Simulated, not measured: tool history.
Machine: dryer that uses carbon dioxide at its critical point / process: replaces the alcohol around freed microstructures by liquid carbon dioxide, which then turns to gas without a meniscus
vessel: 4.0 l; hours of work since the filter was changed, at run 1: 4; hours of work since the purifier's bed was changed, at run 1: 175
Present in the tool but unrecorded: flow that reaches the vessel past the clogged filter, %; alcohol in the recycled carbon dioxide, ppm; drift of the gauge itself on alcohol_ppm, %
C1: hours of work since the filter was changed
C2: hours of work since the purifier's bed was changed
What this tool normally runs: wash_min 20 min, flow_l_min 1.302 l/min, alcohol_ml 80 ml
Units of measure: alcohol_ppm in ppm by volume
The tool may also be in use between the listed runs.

run 1 day=0.000 | wash_min=20 flow_l_min=1.302 alcohol_ml=80 | C1=4 C2=175 | alcohol_ppm=89
run 2 day=1.046 | wash_min=20 flow_l_min=1.302 alcohol_ml=80 | C1=13 C2=184 | alcohol_ppm=96
run 3 day=1.942 | wash_min=20 flow_l_min=1.302 alcohol_ml=80 | C1=21 C2=192 | alcohol_ppm=102
run 4 day=2.688 | wash_min=20 flow_l_min=1.302 alcohol_ml=80 | C1=27 C2=198 | alcohol_ppm=94
run 5 day=4.162 | wash_min=20 flow_l_min=1.860 alcohol_ml=80 | C1=39 C2=210 | alcohol_ppm=32
run 6 day=5.479 | wash_min=20 flow_l_min=1.860 alcohol_ml=80 | C1=50 C2=221 | alcohol_ppm=23
run 7 day=6.833 | wash_min=21 flow_l_min=0.870 alcohol_ml=47 | C1=62 C2=233 | alcohol_ppm=289
run 8 day=8.200 | wash_min=22 flow_l_min=0.790 alcohol_ml=30 | C1=73 C2=244 | alcohol_ppm=230
run 9 day=9.354 | wash_min=19 flow_l_min=1.302 alcohol_ml=49 | C1=83 C2=254 | alcohol_ppm=92
run 10 day=10.750 | wash_min=31 flow_l_min=2.100 alcohol_ml=35 | C1=95 C2=266 | alcohol_ppm=26
run 11 day=11.354 | wash_min=31 flow_l_min=2.100 alcohol_ml=35 | C1=100 C2=271 | alcohol_ppm=25

Table of differences, measured result less the result of that run with no hidden state. Run-to-run variation is the same in both. Gauge scatter possibly is not:
run=1 alcohol_ppm=+13
run=2 alcohol_ppm=+16
run=3 alcohol_ppm=+17
run=4 alcohol_ppm=+18
run=5 alcohol_ppm=+15
run=6 alcohol_ppm=+16
run=7 alcohol_ppm=+41
run=8 alcohol_ppm=+39
run=9 alcohol_ppm=+29
run=10 alcohol_ppm=+18
run=11 alcohol_ppm=+17
